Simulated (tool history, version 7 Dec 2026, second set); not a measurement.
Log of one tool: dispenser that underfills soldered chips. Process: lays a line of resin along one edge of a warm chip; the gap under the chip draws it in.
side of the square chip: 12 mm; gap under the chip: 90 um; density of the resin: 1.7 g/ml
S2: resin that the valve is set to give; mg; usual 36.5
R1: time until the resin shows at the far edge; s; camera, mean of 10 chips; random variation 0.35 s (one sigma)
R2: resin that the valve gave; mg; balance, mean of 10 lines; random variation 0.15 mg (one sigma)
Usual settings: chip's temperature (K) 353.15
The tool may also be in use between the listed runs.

run 1 day=0.000 | chip's_temperature_(K)=353.15 S2=36.5 | R1=23.5 R2=35.79
-- day=0.088 new syringe of resin
run 2 day=0.175 | chip's_temperature_(K)=353.15 S2=36.5 | R1=18.1 R2=36.10
run 3 day=0.325 | chip's_temperature_(K)=353.15 S2=36.5 | R1=20.2 R2=35.78
run 4 day=0.492 | chip's_temperature_(K)=353.15 S2=45.3 | R1=21.6 R2=44.49
run 5 day=0.621 | chip's_temperature_(K)=353.15 S2=45.3 | R1=24.6 R2=44.45
-- day=0.671 new syringe of resin
run 6 day=0.796 | chip's_temperature_(K)=353.15 S2=45.3 | R1=18.0 R2=44.67
run 7 day=0.942 | chip's_temperature_(K)=353.15 S2=45.3 | R1=20.5 R2=44.00
run 8 day=1.150 | chip's_temperature_(K)=353.15 S2=34.3 | R1=23.9 R2=33.70
-- day=1.254 new syringe of resin
run 9 day=1.400 | chip's_temperature_(K)=353.15 S2=36.5 | R1=18.8 R2=35.42
run 10 day=1.629 | chip's_temperature_(K)=353.15 S2=43.8 | R1=22.1 R2=42.42
-- day=1.833 new syringe of resin
run 11 day=1.925 | chip's_temperature_(K)=353.15 S2=43.8 | R1=17.6 R2=42.07
run 12 day=2.117 | chip's_temperature_(K)=353.15 S2=46.3 | R1=20.4 R2=44.74
run 13 day=2.346 | chip's_temperature_(K)=353.15 S2=46.3 | R1=23.2 R2=44.59
-- day=2.421 new syringe of resin
run 14 day=2.479 | chip's_temperature_(K)=353.15 S2=36.5 | R1=18.0 R2=35.21
-- day=2.729 dispensing valve cleaned and set on the balance
run 15 day=2.754 | chip's_temperature_(K)=353.15 S2=36.5 | R1=19.6 R2=36.68
run 16 day=2.883 | chip's_temperature_(K)=341.15 S2=44.5 | R1=34.9 R2=44.59
-- day=3.042 new syringe of resin
run 17 day=3.117 | chip's_temperature_(K)=360.15 S2=46.2 | R1=13.4 R2=45.95
run 18 day=3.354 | chip's_temperature_(K)=343.15 S2=42.1 | R1=30.9 R2=41.89
-- day=3.629 new syringe of resin
run 19 day=3.638 | chip's_temperature_(K)=353.15 S2=47.4 | R1=16.4 R2=47.09
run 20 day=3.842 | chip's_temperature_(K)=353.15 S2=47.4 | R1=19.2 R2=47.03
run 21 day=3.979 | chip's_temperature_(K)=360.15 S2=34.2 | R1=16.4 R2=33.83
run 22 day=4.154 | chip's_temperature_(K)=360.15 S2=34.2 | R1=17.9 R2=33.94
-- day=4.212 new syringe of resin
run 23 day=4.312 | chip's_temperature_(K)=346.15 S2=33.1 | R1=23.7 R2=32.70
run 24 day=4.525 | chip's_temperature_(K)=339.15 S2=36.5 | R1=36.7 R2=35.98
run 25 day=4.650 | chip's_temperature_(K)=362.15 S2=34.6 | R1=16.5 R2=34.21
run 26 day=4.771 | chip's_temperature_(K)=353.15 S2=39.1 | R1=23.6 R2=38.48
-- day=4.804 new syringe of resin
run 27 day=5.062 | chip's_temperature_(K)=365.15 S2=41.9 | R1=12.3 R2=40.49
run 28 day=5.246 | chip's_temperature_(K)=365.15 S2=41.9 | R1=13.8 R2=40.99
-- day=5.396 new syringe of resin
run 29 day=5.508 | chip's_temperature_(K)=355.15 S2=34.9 | R1=16.2 R2=34.11

Hidden state or all else? Some run-to-run changes of R1, split into what the settings, what came in and random variation would give without the hidden state, and what is left for the hidden state (with any gauge scatter that isn't in both results):
The hidden state here: resin's viscosity, % of fresh resin's; dose that the valve gives, % of what is set; true chip temperature over the reading, C; drift of the gauge itself on fill_s, %; drift of the gauge itself on given_mg, %.
Run 13 -> 14: S2 46.3 -> 36.5, new syringe of resin. R1 -5.2 s: hidden state -6.1, all else +0.9.
Run 16 -> 17: chip's temperature (K) 341.15 -> 360.15, S2 44.5 -> 46.2, new syringe of resin. R1 -21.5 s: hidden state -7.2, all else -14.3.
Run 24 -> 25: chip's temperature (K) 339.15 -> 362.15, S2 36.5 -> 34.6. R1 -20.2 s: hidden state -2.3, all else -17.9.
